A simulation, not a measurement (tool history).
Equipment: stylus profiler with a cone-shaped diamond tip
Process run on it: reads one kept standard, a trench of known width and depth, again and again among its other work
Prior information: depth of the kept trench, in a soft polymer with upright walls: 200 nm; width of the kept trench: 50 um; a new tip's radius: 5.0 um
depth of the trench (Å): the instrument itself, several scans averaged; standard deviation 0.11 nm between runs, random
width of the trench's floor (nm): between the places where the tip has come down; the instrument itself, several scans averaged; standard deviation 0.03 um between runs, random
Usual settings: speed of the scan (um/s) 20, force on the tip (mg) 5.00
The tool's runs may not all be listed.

| run | hour | speed of the scan (um/s) | force on the tip (mg) | depth of the trench (Å) | width of the trench's floor (nm) |
|---|---|---|---|---|---|
| 1 | 0.0 | 20 | 5.00 | 2017.3 | 47070 |
| 2 | 18.7 | 6 | 5.00 | 2019.9 | 47100 |
| 3 | 41.2 | 23 | 5.00 | 2017.9 | 47080 |
| 4 | 58.9 | 23 | 11.21 | 2031.6 | 47090 |
| 5 | 81.8 | 23 | 11.21 | 2030.6 | 47060 |
| 6 | 96.6 | 20 | 5.00 | 2017.5 | 47080 |
| 7 | 117.4 | 20 | 5.00 | 2016.9 | 47060 |
| 8 | 139.4 | 80 | 5.00 | 2017.1 | 46860 |
| 9 | 159.0 | 80 | 5.00 | 2017.7 | 46880 |
| 10 | 179.3 | 80 | 5.00 | 2016.4 | 46890 |
| 11 | 189.4 | 80 | 5.00 | 2019.0 | 46870 |
| 12 | 211.4 | 20 | 5.00 | 2017.5 | 47060 |
| 13 | 222.4 | 20 | 5.00 | 2018.0 | 47060 |
| 14 | 241.7 | 5 | 2.96 | 2011.3 | 47090 |
| 15 | 259.6 | 29 | 5.33 | 2017.5 | 47020 |
| 16 | 275.8 | 8 | 1.92 | 2009.7 | 47030 |
| 17 | 296.6 | 20 | 1.74 | 2008.7 | 46970 |
| 18 | 306.8 | 7 | 8.78 | 2025.2 | 47100 |
| 19 | 327.4 | 7 | 8.78 | 2024.6 | 47070 |
| 20 | 350.7 | 17 | 2.87 | 2011.3 | 47020 |
| 21 | 363.7 | 25 | 5.89 | 2020.2 | 47010 |
| 22 | 373.8 | 13 | 10.77 | 2029.2 | 47100 |
| 23 | 391.4 | 12 | 6.79 | 2021.4 | 47020 |
| 24 | 407.9 | 63 | 5.00 | 2018.7 | 46910 |
| 25 | 423.9 | 7 | 9.22 | 2025.7 | 47000 |
| 26 | 440.3 | 34 | 7.61 | 2023.1 | 46970 |

Consider 5 possible next runs. They are alternatives, not a sequence: every one starts from the tool as it was left by run 26. What does each give?
| A | 460.2 | 60 | 6.33 | ? | ? |
| B | 460.2 | 34 | 4.89 | ? | ? |
| C | 460.2 | 10 | 7.61 | ? | ? |
| D | 460.2 | 34 | 13.40 | ? | ? |
| E | 460.2 | 8 | 1.96 | ? | ? |

| run | depth of the trench (Å) | width of the trench's floor (nm) |
|---|---|---|
| A | 2019.3 | 46880 |
| B | 2017.2 | 46910 |
| C | 2022.2 | 47060 |
| D | 2033.0 | 47000 |
| E | 2008.4 | 47020 |
What these runs would have given with no unlogged condition in the tool:
| run | depth of the trench (Å) | width of the trench's floor (nm) |
|---|---|---|
| A | 2020.6 | 47040 |
| B | 2018.6 | 47070 |
| C | 2023.6 | 47220 |
| D | 2034.4 | 47160 |
| E | 2009.7 | 47180 |
